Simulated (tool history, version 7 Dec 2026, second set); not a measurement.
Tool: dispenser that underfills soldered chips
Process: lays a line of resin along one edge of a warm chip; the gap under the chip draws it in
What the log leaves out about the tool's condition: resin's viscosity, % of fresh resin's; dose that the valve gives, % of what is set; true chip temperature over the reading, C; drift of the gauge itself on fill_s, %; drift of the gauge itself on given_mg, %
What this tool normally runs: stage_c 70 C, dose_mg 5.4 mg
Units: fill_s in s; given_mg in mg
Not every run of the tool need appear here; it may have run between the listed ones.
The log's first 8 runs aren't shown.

run,day,stage_c,dose_mg,hours of work since the syringe was changed,hours of work since the valve was cleaned,hours of work since the stage was calibrated,fill_s,given_mg
9,3.612,56,5.4,9,28,348,140.4,5.27
# day 3.754: new syringe of resin
10,4.283,70,5.44,9,38,359,79.9,5.3
# day 4.442: new syringe of resin
# day 4.833: dispensing valve cleaned and set on the balance
11,4.871,70,5.4,6,1,368,73.2,5.38
# day 5.188: new syringe of resin
12,5.5,70,5.4,5,11,378,65.2,5.33
# day 5.933: new syringe of resin
13,6.067,70,5.4,2,20,387,58.1,5.32
# day 6.638: new syringe of resin
14,6.683,70,5.4,1,30,397,53.9,5.29
# day 7.338: new syringe of resin
15,7.392,70,5.27,1,42,409,54.7,5.07
# day 7.75: dispensing valve cleaned and set on the balance
16,7.808,70,5.27,7,1,415,73.3,5.29
# day 8.096: new syringe of resin
17,8.475,70,5.27,6,12,426,70.8,5.26
# day 8.817: new syringe of resin
18,8.996,69,4.7,3,20,434,61.9,4.61
# day 9.55: new syringe of resin
19,9.625,69,4.7,1,30,445,58.6,4.64
20,10.067,69,4.7,9,38,452,84.1,4.56
# day 10.279: new syringe of resin
# day 10.662: dispensing valve cleaned and set on the balance
21,10.671,69,4.7,6,0,461,71.2,4.71
# day 11.033: new syringe of resin
22,11.142,69,4.7,2,8,469,58.3,4.72
23,11.425,69,4.7,6,12,473,75.6,4.63
# day 11.738: new syringe of resin
24,12.133,69,4.7,7,24,485,76.1,4.61
# day 12.438: new syringe of resin
25,12.546,66,5.81,2,31,491,61.5,5.68
# day 13.121: new syringe of resin
26,13.171,70,5.4,1,41,502,51.9,5.3
# day 13.558: dispensing valve cleaned and set on the balance
27,13.708,70,5.4,9,2,510,77.1,5.4

Expected results for the next run?
# day 13.892: new syringe of resin
28,14.35,69,5.16,8,13,520,?,?

fill_s: 76.7 s
given_mg: 5.14 mg
Had the tool carried no hidden state, the very same run would have given fill_s 58.2 s, given_mg 5.19 mg.
